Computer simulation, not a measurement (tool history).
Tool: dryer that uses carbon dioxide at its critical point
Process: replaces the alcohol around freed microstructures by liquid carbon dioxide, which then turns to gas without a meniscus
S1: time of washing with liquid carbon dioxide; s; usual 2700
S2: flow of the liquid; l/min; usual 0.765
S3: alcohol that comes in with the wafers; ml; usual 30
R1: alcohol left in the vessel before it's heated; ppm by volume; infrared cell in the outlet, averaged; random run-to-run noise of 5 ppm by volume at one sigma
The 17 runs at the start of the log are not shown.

run	day	S1	S2	S3	R1
# day 16.533: inlet filter changed
18	16.533	3060	1.218	30	38
19	17.742	2700	0.628	61	90
20	18.521	2160	0.765	35	87
21	19.512	2460	0.912	30	63
22	20.438	3480	1.26	30	55
23	21.567	3000	0.765	42	62
24	22.554	2700	0.765	30	71
25	23.708	1800	0.879	108	226
26	24.592	1800	0.879	108	227
27	25.821	1800	0.879	108	240
28	26.6	1800	0.879	108	249
29	27.712	2340	0.765	104	174
30	28.704	3360	0.765	46	91
31	29.562	3360	0.765	46	90
32	30.692	3360	0.765	46	87
33	31.5	3360	0.765	46	105

Branching from run 33: 5 alternative next runs. What would each branch give?
A	32.05	2040	0.765	21	?
B	32.05	2700	0.765	65	?
C	32.05	2460	1.254	30	?
D	32.05	3960	0.469	110	?
E	32.05	3360	0.576	46	?

run	R1
A	135
B	129
C	103
D	171
E	122
What these runs would have given with no unlogged condition in the tool:
run	R1
A	27
B	28
C	10
D	52
E	19
